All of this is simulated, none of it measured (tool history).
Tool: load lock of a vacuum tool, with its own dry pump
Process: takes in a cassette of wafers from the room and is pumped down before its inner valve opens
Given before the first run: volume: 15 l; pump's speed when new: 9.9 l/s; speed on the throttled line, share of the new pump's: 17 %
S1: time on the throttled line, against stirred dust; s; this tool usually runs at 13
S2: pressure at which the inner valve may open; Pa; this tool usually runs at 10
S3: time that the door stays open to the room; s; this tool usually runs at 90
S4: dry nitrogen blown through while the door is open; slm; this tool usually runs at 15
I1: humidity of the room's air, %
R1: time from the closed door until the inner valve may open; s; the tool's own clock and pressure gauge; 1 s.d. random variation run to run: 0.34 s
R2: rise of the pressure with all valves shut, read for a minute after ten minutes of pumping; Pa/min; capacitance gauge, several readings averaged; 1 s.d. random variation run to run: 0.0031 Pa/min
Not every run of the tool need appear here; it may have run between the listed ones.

run,day,S1,S2,S3,S4,I1,R1,R2
1,0,13,10,90,15,44.5,25.4,0.347
2,8.825,13,10,90,15,43.7,26.1,0.365
3,18.533,13,10,90,45,45.3,25.5,0.346
4,24.125,13,10,90,15,41.4,26.1,0.384
5,30.742,13,10,90,15,46.2,26.3,0.398
6,35.821,13,10,90,15,46,25.9,0.411
7,46.346,8,10,102,29,45.1,21.8,0.409
8,55.967,18,10,46,18,45.6,29.9,0.416
9,61.262,6,11,56,5,43.3,20.3,0.073
10,65.983,6,11,56,5,43.9,19.9,0.078
11,70.904,13,10,90,25,43.5,25.7,0.061

Not shown here: 1 entry made in the log between runs. Locate each between two listed runs and compare the hidden state at the listed run before it with the hidden state at the listed run after it:
Logged between run 8 and run 9: door's seal changed, seat wiped (day 58.004)
  pump's speed, % of a new pump's: 91.8 -> 91.6; leak at the door's seal, Pa l/s: 0.0936 -> 0.0018
  measured value less the no-hidden-state value, R1: +1 -> +1.2 s; R2: +0.37 -> +0 Pa/min
